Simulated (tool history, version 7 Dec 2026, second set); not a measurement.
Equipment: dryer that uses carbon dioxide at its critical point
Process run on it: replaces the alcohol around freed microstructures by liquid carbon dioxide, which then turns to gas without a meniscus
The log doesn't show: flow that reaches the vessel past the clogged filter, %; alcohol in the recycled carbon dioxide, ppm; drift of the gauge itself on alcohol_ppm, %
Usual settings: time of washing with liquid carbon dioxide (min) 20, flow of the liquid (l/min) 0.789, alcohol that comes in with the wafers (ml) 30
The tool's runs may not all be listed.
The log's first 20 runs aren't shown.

| run | hour | time of washing with liquid carbon dioxide (min) | flow of the liquid (l/min) | alcohol that comes in with the wafers (ml) | hours of work since the filter was changed | hours of work since the purifier's bed was changed | alcohol left in the vessel before it's heated (ppm by volume) |
|---|---|---|---|---|---|---|---|
| 21 | 352.6 | 20 | 0.957 | 30 | 283 | 618 | 152 |
| 22 | 376.0 | 20 | 0.789 | 118 | 296 | 632 | 222 |
| 23 | 392.2 | 20 | 0.772 | 30 | 305 | 641 | 170 |
| 24 | 412.3 | 20 | 0.741 | 30 | 317 | 652 | 193 |
| 25 | 424.8 | 12 | 0.822 | 30 | 324 | 660 | 391 |
| 26 | 435.7 | 12 | 0.822 | 30 | 330 | 666 | 392 |
|  | 452.1 | purifier's bed changed |
| 27 | 461.6 | 12 | 0.822 | 30 | 343 | 5 | 254 |
| 28 | 476.7 | 18 | 0.991 | 30 | 352 | 14 | 11 |
| 29 | 489.9 | 18 | 0.991 | 30 | 359 | 21 | 13 |
| 30 | 508.7 | 16 | 0.757 | 66 | 370 | 32 | 224 |
| 31 | 525.7 | 21 | 0.674 | 50 | 380 | 42 | 96 |
| 32 | 545.3 | 15 | 1.269 | 108 | 391 | 53 | 40 |
| 33 | 556.3 | 15 | 1.269 | 108 | 397 | 59 | 42 |
| 34 | 580.4 | 20 | 1.121 | 105 | 411 | 73 | 23 |
| 35 | 592.0 | 20 | 1.121 | 105 | 417 | 80 | 27 |
| 36 | 607.2 | 22 | 0.996 | 32 | 426 | 88 | 20 |
| 37 | 626.6 | 22 | 0.996 | 32 | 437 | 99 | 27 |
| 38 | 639.2 | 22 | 0.996 | 32 | 444 | 107 | 32 |
| 39 | 656.7 | 15 | 0.873 | 30 | 454 | 116 | 98 |
| 40 | 673.6 | 15 | 0.873 | 30 | 464 | 126 | 112 |
| 41 | 684.0 | 28 | 0.598 | 30 | 470 | 132 | 53 |
| 42 | 699.4 | 28 | 0.598 | 30 | 479 | 141 | 52 |
| 43 | 716.5 | 28 | 0.598 | 30 | 488 | 151 | 61 |
|  | 740.7 | inlet filter changed |
| 44 | 740.7 | 30 | 0.773 | 91 | 0 | 164 | 38 |

Forecast run 45:
| 45 | 761.6 | 23 | 0.915 | 91 | 12 | 176 | ? |

alcohol left in the vessel before it's heated (ppm by volume): 51
Had the tool carried no hidden state, the very same run would have given alcohol left in the vessel before it's heated (ppm by volume) 12.
